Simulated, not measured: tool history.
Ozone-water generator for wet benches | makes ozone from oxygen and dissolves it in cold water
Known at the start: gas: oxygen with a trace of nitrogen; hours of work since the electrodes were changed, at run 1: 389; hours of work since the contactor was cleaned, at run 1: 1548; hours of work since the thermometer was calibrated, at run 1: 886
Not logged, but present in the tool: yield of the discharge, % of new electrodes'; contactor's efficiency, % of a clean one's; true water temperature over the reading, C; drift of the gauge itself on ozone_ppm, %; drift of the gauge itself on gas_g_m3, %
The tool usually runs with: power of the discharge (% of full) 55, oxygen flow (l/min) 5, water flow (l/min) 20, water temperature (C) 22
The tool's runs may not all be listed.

run    hour  power of the discharge (% of full)  oxygen flow (l/min)  water flow (l/min)  water temperature (C)  hours of work since the electrodes were changed  hours of work since the contactor was cleaned  hours of work since the thermometer was calibrated  dissolved ozone (ppm)  ozone in the gas ahead of the water (g/m3)
  1       0                                  55                    5                  20                     22                                              389                                           1548                                                 886                   22.1                                       221.5
  2    62.9                                  55                    5                  20                     22                                              442                                           1600                                                 938                   21.6                                       222.4
  3   115.5                                  55                    5                  23                     22                                              486                                           1644                                                 983                   19.2                                         222
  4   186.5                                  55                    5                  20                     22                                              545                                           1704                                                1042                   21.9                                       222.4
  5     245                                  55                    5                  17                     22                                              594                                           1753                                                1091                   24.6                                       220.8
  6   279.1                                  55                    5                  20                     26                                              623                                           1781                                                1119                   20.1                                       220.5
  7   325.9                                  55                    5                  20                     26                                              662                                           1821                                                1159                   20.4                                       219.6
  8   360.2                                  55                    5                  20                     26                                              691                                           1849                                                1187                   20.4                                       219.5
  9     409                                  55                    5                  20                     26                                              732                                           1890                                                1228                   20.3                                       220.4
 10   449.4                                  55                 7.36                  20                     22                                              766                                           1924                                                1262                   22.4                                         190
 11   518.2                                  55                    5                  13                     22                                              823                                           1982                                                1320                   29.1                                       219.9
 12   566.9                                  55                    5                  13                     22                                              864                                           2022                                                1360                   29.2                                       218.4
 13     632                                  55                    5                  13                     22                                              918                                           2077                                                1415                   28.8                                       219.9
 14   664.3                                  55                    5                  13                     22                                              945                                           2104                                                1442                   29.2                                       218.2
      705.4  -- contactor cleaned
 15   707.1                                  55                    5                  13                     22                                              978                                              1                                                1474                   29.1                                       218.8
 16   744.7                                  55                    5                  20                     22                                             1009                                             33                                                1506                   21.6                                       217.4
 17   802.1                                  55                    5                  20                     22                                             1057                                             81                                                1554                   21.6                                       218.1
 18   874.6                                  42                 5.65                  16                     29                                             1118                                            142                                                1615                   19.4                                       179.1
 19   915.2                                  83                 6.19                  18                     15                                             1152                                            176                                                1649                   33.8                                       251.1
 20   971.7                                  83                 6.19                  18                     15                                             1199                                            223                                                1696                     34                                       248.7
 21  1036.6                                  83                 6.19                  18                     15                                             1254                                            277                                                1750                   33.3                                       252.1
 22  1093.7                                  47                 4.88                  32                     18                                             1302                                            325                                                1798                   13.6                                       199.4
 23  1155.8                                  47                 5.83                  32                     18                                             1354                                            377                                                1850                   14.5                                       189.2
 24  1223.3                                  74                 5.83                  26                     24                                             1410                                            434                                                1907                   20.3                                       238.3
 25  1254.2                                  55                    5                  24                     22                                             1436                                            459                                                1932                   18.7                                       216.4
 26  1309.1                                  55                 2.94                  20                     22                                             1482                                            505                                                1978                   19.1                                       264.4
 27  1371.3                                  55                 2.94                  20                     22                                             1534                                            557                                                2030                   18.9                                       267.6
 28  1438.8                                  55                 2.94                  20                     22                                             1590                                            614                                                2087                     19                                       263.1
 29  1486.9                                  55                 7.97                  20                     14                                             1631                                            654                                                2127                   25.5                                       181.6
 30  1557.2                                  99                 7.97                  20                     14                                             1690                                            713                                                2186                   35.3                                         247
 31  1617.3                                  46                  8.4                  19                     25                                             1740                                            763                                                2236                   19.5                                       158.1
 32    1668                                  55                 3.47                  20                     21                                             1782                                            806                                                2279                     20                                         247
 33  1706.7                                  55                 3.47                  20                     21                                             1815                                            838                                                2311                     20                                       246.2

Entry by entry between the runs, the difference in hidden state between the last listed run before and the first listed run after:
In the gap between runs 14 and 15: contactor cleaned (hour 705.4)
  yield of the discharge, % of new electrodes': 97.5 -> 97.4; contactor's efficiency, % of a clean one's: 94.4 -> 98.5; true water temperature over the reading, C: 0.01 -> 0.02
  measured result minus the result with no hidden state, dissolved ozone (ppm): -1.3 -> -0.8; ozone in the gas ahead of the water (g/m3): -4.8 -> -4.9
